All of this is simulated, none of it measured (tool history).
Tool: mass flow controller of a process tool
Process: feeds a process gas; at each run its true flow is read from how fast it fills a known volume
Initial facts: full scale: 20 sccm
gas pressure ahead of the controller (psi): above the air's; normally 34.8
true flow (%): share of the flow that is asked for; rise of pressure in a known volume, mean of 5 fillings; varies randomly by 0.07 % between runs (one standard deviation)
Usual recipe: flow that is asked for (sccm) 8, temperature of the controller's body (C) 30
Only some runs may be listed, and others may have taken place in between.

run,hour,flow that is asked for (sccm),gas pressure ahead of the controller (psi),temperature of the controller's body (C),true flow (%)
1,0,8,34.8,30,97.47
2,324.2,8,34.8,23,98.07
3,551.4,8,34.8,27,97.63
4,843.5,8,30.6,27,97.76
5,1155.3,8,30.6,27,97.85
6,1389.5,8,30.6,27,97.59
7,1629.4,8,34.8,30,97.27
8,1908,8,34.8,30,97.15
9,2341.7,8,34.8,23,97.83
10,2849.5,16,34.8,30,98.19
11,3254.4,16,34.8,30,98.1

The next listed run, before its measurement:
12,3525.6,19,34.8,36,?

true flow (%): 97.94
The same run, on a tool lacking any hidden state, would have yielded true flow (%) 98.39.

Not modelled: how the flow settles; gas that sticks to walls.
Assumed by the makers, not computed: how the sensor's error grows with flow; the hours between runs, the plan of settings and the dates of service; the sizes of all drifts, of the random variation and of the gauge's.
